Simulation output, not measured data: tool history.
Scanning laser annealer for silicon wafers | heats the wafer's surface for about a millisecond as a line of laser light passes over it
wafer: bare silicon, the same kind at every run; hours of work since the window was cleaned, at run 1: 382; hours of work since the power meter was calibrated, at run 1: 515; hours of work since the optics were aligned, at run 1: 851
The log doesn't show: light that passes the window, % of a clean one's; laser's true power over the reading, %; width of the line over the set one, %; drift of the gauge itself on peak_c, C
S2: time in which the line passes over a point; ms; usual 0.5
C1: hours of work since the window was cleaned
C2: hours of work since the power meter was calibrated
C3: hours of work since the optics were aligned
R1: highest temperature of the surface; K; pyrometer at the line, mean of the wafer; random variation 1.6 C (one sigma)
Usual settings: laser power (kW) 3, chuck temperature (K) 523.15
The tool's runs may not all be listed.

run 1 hour=0 | laser_power_(kW)=3 S2=0.5 chuck_temperature_(K)=523.15 | C1=382 C2=515 C3=851 | R1=1321.15
run 2 hour=15.2 | laser_power_(kW)=3 S2=0.5 chuck_temperature_(K)=523.15 | C1=393 C2=525 C3=861 | R1=1318.15
run 3 hour=36 | laser_power_(kW)=3 S2=0.5 chuck_temperature_(K)=523.15 | C1=407 C2=540 C3=876 | R1=1317.15
run 4 hour=57.9 | laser_power_(kW)=3 S2=0.5 chuck_temperature_(K)=520.15 | C1=422 C2=555 C3=891 | R1=1315.15
run 5 hour=80.4 | laser_power_(kW)=3.216 S2=0.5 chuck_temperature_(K)=523.15 | C1=437 C2=570 C3=906 | R1=1390.15
run 6 hour=95.2 | laser_power_(kW)=3.216 S2=0.5 chuck_temperature_(K)=523.15 | C1=448 C2=580 C3=916 | R1=1385.15
run 7 hour=113.2 | laser_power_(kW)=3 S2=0.5 chuck_temperature_(K)=523.15 | C1=460 C2=592 C3=929 | R1=1314.15
run 8 hour=135.2 | laser_power_(kW)=3 S2=0.5 chuck_temperature_(K)=523.15 | C1=475 C2=607 C3=944 | R1=1313.15
run 9 hour=147.9 | laser_power_(kW)=3 S2=0.5 chuck_temperature_(K)=523.15 | C1=484 C2=616 C3=952 | R1=1314.15
-- hour=166 window over the wafer cleaned
run 10 hour=172.2 | laser_power_(kW)=3 S2=0.5 chuck_temperature_(K)=523.15 | C1=4 C2=631 C3=968 | R1=1342.15
run 11 hour=189.1 | laser_power_(kW)=3.266 S2=0.5 chuck_temperature_(K)=514.15 | C1=16 C2=643 C3=979 | R1=1420.15
run 12 hour=210.6 | laser_power_(kW)=2.886 S2=0.5 chuck_temperature_(K)=523.15 | C1=30 C2=658 C3=994 | R1=1299.15
run 13 hour=223.4 | laser_power_(kW)=2.886 S2=0.5 chuck_temperature_(K)=523.15 | C1=39 C2=667 C3=1003 | R1=1301.15
run 14 hour=243.4 | laser_power_(kW)=2.886 S2=0.5 chuck_temperature_(K)=523.15 | C1=53 C2=680 C3=1016 | R1=1298.15
run 15 hour=262.1 | laser_power_(kW)=3.128 S2=0.5 chuck_temperature_(K)=553.15 | C1=66 C2=693 C3=1029 | R1=1410.15
run 16 hour=272.5 | laser_power_(kW)=3.128 S2=0.5 chuck_temperature_(K)=553.15 | C1=73 C2=700 C3=1036 | R1=1411.15
run 17 hour=292.7 | laser_power_(kW)=3.128 S2=0.5 chuck_temperature_(K)=553.15 | C1=87 C2=714 C3=1050 | R1=1410.15
run 18 hour=306.4 | laser_power_(kW)=2.826 S2=0.389 chuck_temperature_(K)=484.15 | C1=96 C2=723 C3=1060 | R1=1146.15
run 19 hour=318.3 | laser_power_(kW)=2.826 S2=0.389 chuck_temperature_(K)=484.15 | C1=104 C2=732 C3=1068 | R1=1148.15
run 20 hour=328.8 | laser_power_(kW)=3.292 S2=0.5 chuck_temperature_(K)=489.15 | C1=111 C2=739 C3=1075 | R1=1401.15

Forecast each of these 5 alternatives for the next run:
run A hour=345.8 | laser_power_(kW)=2.997 S2=0.5 chuck_temperature_(K)=542.15 | C1=123 C2=750 C3=1086 | R1=?
run B hour=345.8 | laser_power_(kW)=2.625 S2=0.496 chuck_temperature_(K)=543.15 | C1=123 C2=750 C3=1086 | R1=?
run C hour=345.8 | laser_power_(kW)=2.781 S2=0.523 chuck_temperature_(K)=551.15 | C1=123 C2=750 C3=1086 | R1=?
run D hour=345.8 | laser_power_(kW)=3 S2=0.423 chuck_temperature_(K)=486.15 | C1=123 C2=750 C3=1086 | R1=?
run E hour=345.8 | laser_power_(kW)=3.292 S2=0.546 chuck_temperature_(K)=489.15 | C1=123 C2=750 C3=1086 | R1=?

run=A R1=1353.15
run=B R1=1228.15
run=C R1=1303.15
run=D R1=1231.15
run=E R1=1441.15
Without the tool's hidden state the same runs would have given:
run=A R1=1369.15
run=B R1=1241.15
run=C R1=1318.15
run=D R1=1246.15
run=E R1=1460.15
